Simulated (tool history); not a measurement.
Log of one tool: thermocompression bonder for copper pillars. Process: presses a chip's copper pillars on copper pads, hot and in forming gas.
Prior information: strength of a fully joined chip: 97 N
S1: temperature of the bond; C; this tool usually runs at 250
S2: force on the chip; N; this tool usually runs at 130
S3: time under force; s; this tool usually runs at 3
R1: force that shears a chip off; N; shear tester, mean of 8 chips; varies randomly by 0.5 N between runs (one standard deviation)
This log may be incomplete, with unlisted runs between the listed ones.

run 1 hour=0 | S1=250 S2=130 S3=3 | R1=33.9
run 2 hour=18.6 | S1=250 S2=130 S3=3 | R1=32.8
run 3 hour=41.2 | S1=250 S2=169 S3=3 | R1=41.4
run 4 hour=77.2 | S1=250 S2=169 S3=3 | R1=39.7
run 5 hour=102.7 | S1=250 S2=169 S3=3 | R1=40.3
run 6 hour=124.4 | S1=250 S2=169 S3=3 | R1=39.8
run 7 hour=144.2 | S1=250 S2=169 S3=3 | R1=39.9
run 8 hour=169.1 | S1=250 S2=169 S3=3 | R1=39.5
run 9 hour=188.3 | S1=250 S2=169 S3=3 | R1=39
run 10 hour=231 | S1=250 S2=130 S3=5 | R1=37
run 11 hour=267.4 | S1=250 S2=130 S3=5 | R1=36.3
run 12 hour=286.3 | S1=250 S2=130 S3=5 | R1=36.5
-- hour=293.4 forming gas filter changed
run 13 hour=312.1 | S1=264 S2=130 S3=3 | R1=41.2
run 14 hour=342 | S1=264 S2=130 S3=3 | R1=41.1
run 15 hour=380.7 | S1=253 S2=130 S3=3 | R1=32.5
run 16 hour=406.3 | S1=253 S2=130 S3=8 | R1=47.7
run 17 hour=443.7 | S1=253 S2=130 S3=8 | R1=47.5
run 18 hour=480.5 | S1=253 S2=130 S3=8 | R1=45.7
run 19 hour=511.3 | S1=253 S2=130 S3=8 | R1=45.5
run 20 hour=551.1 | S1=235 S2=130 S3=8 | R1=33.8
run 21 hour=589.7 | S1=226 S2=130 S3=2 | R1=14.6
-- hour=622 forming gas filter changed
run 22 hour=626 | S1=221 S2=167 S3=6 | R1=28.5
run 23 hour=664.7 | S1=242 S2=167 S3=6 | R1=42.2
run 24 hour=689 | S1=228 S2=159 S3=4 | R1=26.4
run 25 hour=713.9 | S1=228 S2=115 S3=6 | R1=22.1
run 26 hour=750.3 | S1=274 S2=83 S3=2 | R1=25.8
run 27 hour=769.8 | S1=250 S2=130 S3=6 | R1=38
run 28 hour=811.4 | S1=250 S2=130 S3=6 | R1=38.4
run 29 hour=840 | S1=250 S2=163 S3=6 | R1=45.9
run 30 hour=872.5 | S1=250 S2=130 S3=2 | R1=23.8
-- hour=901.6 force cell calibrated
run 31 hour=913.4 | S1=250 S2=130 S3=2 | R1=25.2
-- hour=950.6 forming gas filter changed
run 32 hour=950.6 | S1=229 S2=190 S3=5 | R1=35.5
run 33 hour=970.8 | S1=248 S2=97 S3=2 | R1=19.2
run 34 hour=1013.3 | S1=241 S2=162 S3=3 | R1=30.6
run 35 hour=1050.7 | S1=241 S2=162 S3=3 | R1=30.2
run 36 hour=1068.3 | S1=240 S2=85 S3=4 | R1=18.7
run 37 hour=1094 | S1=244 S2=130 S3=3 | R1=25
run 38 hour=1125.5 | S1=265 S2=124 S3=3 | R1=37.2
run 39 hour=1149.4 | S1=251 S2=130 S3=2 | R1=24.4

Below are 3 alternative next runs, each starting from the tool's condition after run 39. Predict each:
run A hour=1182.1 | S1=251 S2=141 S3=2 | R1=?
run B hour=1182.1 | S1=250 S2=130 S3=5 | R1=?
run C hour=1182.1 | S1=251 S2=123 S3=7 | R1=?

run=A R1=26.1
run=B R1=34.5
run=C R1=38.6
Without the tool's unlogged condition, the same runs would have read:
run=A R1=32.8
run=B R1=42.6
run=C R1=47.3
